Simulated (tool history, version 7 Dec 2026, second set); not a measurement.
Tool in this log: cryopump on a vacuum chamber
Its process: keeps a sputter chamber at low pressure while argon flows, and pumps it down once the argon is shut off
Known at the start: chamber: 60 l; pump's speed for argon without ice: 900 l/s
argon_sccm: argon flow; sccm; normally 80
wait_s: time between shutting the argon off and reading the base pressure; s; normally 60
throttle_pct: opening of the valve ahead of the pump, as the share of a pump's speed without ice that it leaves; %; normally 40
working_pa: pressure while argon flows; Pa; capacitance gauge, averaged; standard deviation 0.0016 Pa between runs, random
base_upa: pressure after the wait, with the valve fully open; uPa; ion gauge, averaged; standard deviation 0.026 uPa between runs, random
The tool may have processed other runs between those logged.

| run | hour | argon_sccm | wait_s | throttle_pct | working_pa | base_upa |
|---|---|---|---|---|---|---|
| 1 | 0.0 | 80 | 60 | 40 | 0.3863 | 3.82 |
| 2 | 21.2 | 80 | 196 | 40 | 0.3867 | 3.13 |
| 3 | 38.1 | 80 | 60 | 52 | 0.2998 | 3.81 |
| 4 | 53.2 | 80 | 60 | 52 | 0.3034 | 3.83 |
| 5 | 73.1 | 80 | 60 | 40 | 0.3886 | 3.78 |
| 6 | 98.0 | 80 | 60 | 40 | 0.3901 | 3.91 |
| 7 | 123.4 | 80 | 60 | 34 | 0.4582 | 3.91 |
| 8 | 139.5 | 80 | 60 | 40 | 0.3909 | 3.89 |
| 9 | 159.1 | 80 | 60 | 40 | 0.3923 | 3.86 |
| 10 | 172.2 | 80 | 103 | 40 | 0.3912 | 3.56 |
| 11 | 189.0 | 80 | 24 | 46 | 0.3406 | 5.15 |
| 12 | 207.3 | 48 | 168 | 40 | 0.2334 | 3.39 |
| 13 | 224.5 | 159 | 67 | 24 | 1.2853 | 3.92 |
| 14 | 246.6 | 159 | 67 | 24 | 1.2858 | 4.06 |
| 15 | 257.2 | 50 | 60 | 59 | 0.1698 | 4.06 |
| 16 | 272.4 | 50 | 73 | 28 | 0.3471 | 3.90 |
| 17 | 297.4 | 83 | 38 | 34 | 0.4750 | 4.49 |
| 18 | 320.9 | 94 | 103 | 38 | 0.4889 | 3.68 |
| 19 | 336.9 | 57 | 60 | 27 | 0.4112 | 4.03 |
| 20 | 360.4 | 57 | 60 | 27 | 0.4089 | 4.17 |

5 ways to go on from here, each from the tool as it stands after run 20. What would each give?
| A | 371.8 | 64 | 40 | 56 | ? | ? |
| B | 371.8 | 80 | 41 | 26 | ? | ? |
| C | 371.8 | 32 | 60 | 30 | ? | ? |
| D | 371.8 | 60 | 144 | 27 | ? | ? |
| E | 371.8 | 62 | 73 | 34 | ? | ? |

| run | working_pa | base_upa |
|---|---|---|
| A | 0.2304 | 4.46 |
| B | 0.5974 | 4.48 |
| C | 0.2083 | 4.28 |
| D | 0.4319 | 3.75 |
| E | 0.3583 | 4.00 |
With the hidden condition removed and each run's random variation left untouched, the same runs would have given:
| run | working_pa | base_upa |
|---|---|---|
| A | 0.2148 | 1.48 |
| B | 0.5779 | 1.49 |
| C | 0.2004 | 1.18 |
| D | 0.4173 | 0.65 |
| E | 0.3431 | 0.97 |
